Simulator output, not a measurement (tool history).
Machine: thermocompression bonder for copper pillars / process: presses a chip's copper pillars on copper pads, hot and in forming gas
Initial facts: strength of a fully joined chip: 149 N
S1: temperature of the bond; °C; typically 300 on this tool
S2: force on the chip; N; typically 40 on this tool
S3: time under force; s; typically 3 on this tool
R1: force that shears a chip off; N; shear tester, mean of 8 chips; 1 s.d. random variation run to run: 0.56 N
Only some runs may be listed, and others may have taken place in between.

run	day	S1	S2	S3	R1
1	0	300	40	3	97.1
2	0.371	300	40	3	96.8
3	0.725	301	40	3	98.4
4	0.938	312	40	3	104.3
5	1.158	312	40	3	104.8
6	1.362	312	40	3	105.5
7	1.704	312	40	3	104.7
8	2.004	312	40	3	103.8
9	2.408	300	50	3	109
# day 2.462: forming gas filter changed
10	2.729	278	26	5	72.5
11	3.167	300	27	3	77.1
12	3.529	327	40	5	129
13	3.912	274	38	3	77.5
14	4.108	274	38	9	106.3
15	4.296	277	40	3	82.5
16	4.625	277	40	3	83.1
17	5.008	277	40	3	82.4
18	5.454	325	30	3	99.1

Alternative continuations, all from the tool just after run 18; predict every row:
A	5.671	281	32	2	?
B	5.671	300	40	7	?
C	5.671	279	30	3	?
D	5.671	324	38	3	?
E	5.671	323	30	3	?

run	R1
A	62.7
B	121.4
C	67.5
D	112.7
E	97.6
The same runs, with their run-to-run variation unchanged, on a tool lacking any hidden condition would have given:
run	R1
A	62.1
B	122
C	66.9
D	113
E	97.4
